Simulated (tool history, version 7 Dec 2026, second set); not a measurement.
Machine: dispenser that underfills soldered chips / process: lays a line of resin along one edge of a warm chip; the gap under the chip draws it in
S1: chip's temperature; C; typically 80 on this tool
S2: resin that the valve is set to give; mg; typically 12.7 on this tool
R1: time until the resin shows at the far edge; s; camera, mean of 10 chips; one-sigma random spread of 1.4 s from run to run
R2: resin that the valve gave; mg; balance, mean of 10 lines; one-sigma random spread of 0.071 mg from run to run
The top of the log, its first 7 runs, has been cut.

run	day	S1	S2	R1	R2
8	2.104	80	12.7	208.4	12.03
# day 2.167: new syringe of resin
9	2.346	80	12.7	159.9	12.05
10	2.542	80	12.7	185.6	11.89
# day 2.846: new syringe of resin
11	2.929	80	12.7	150.3	11.84
12	3.188	80	12.7	176.2	11.8
# day 3.538: new syringe of resin
13	3.542	80	14.8	141.5	13.84
14	3.958	80	14.8	184.1	13.62
# day 4.212: new syringe of resin
15	4.308	80	12.9	146.6	11.79
16	4.729	80	12.9	195.6	11.8
# day 4.871: new syringe of resin
17	5.121	80	12.9	167.8	11.61
18	5.412	80	12.9	202.9	11.5
# day 5.546: new syringe of resin
19	5.654	65	12.4	292	11.13
# day 5.838: dispensing valve cleaned and set on the balance
20	5.904	80	11.8	177.7	11.67
21	6.15	80	11.8	210.5	11.77
# day 6.25: new syringe of resin
22	6.429	87	13.1	123.4	12.97
23	6.829	87	14.7	157.6	14.67
# day 6.917: new syringe of resin
24	7.1	85	15.1	129.5	14.83
25	7.4	85	15.1	157.1	14.81
# day 7.588: new syringe of resin
26	7.621	85	15.1	117.3	14.75
27	7.858	86	15.3	129.1	14.91
# day 8.271: new syringe of resin
28	8.279	88	12.9	100.9	12.54
29	8.508	72	14.3	223.3	13.85

Run 30 is up next; what results do you expect?
30	8.754	72	14.3	?	?

For run 30 the tool returned R1 262.6 s, R2 13.68 mg.
Had the tool carried no hidden state, the very same run would have given R1 183.6 s, R2 14.2 mg.

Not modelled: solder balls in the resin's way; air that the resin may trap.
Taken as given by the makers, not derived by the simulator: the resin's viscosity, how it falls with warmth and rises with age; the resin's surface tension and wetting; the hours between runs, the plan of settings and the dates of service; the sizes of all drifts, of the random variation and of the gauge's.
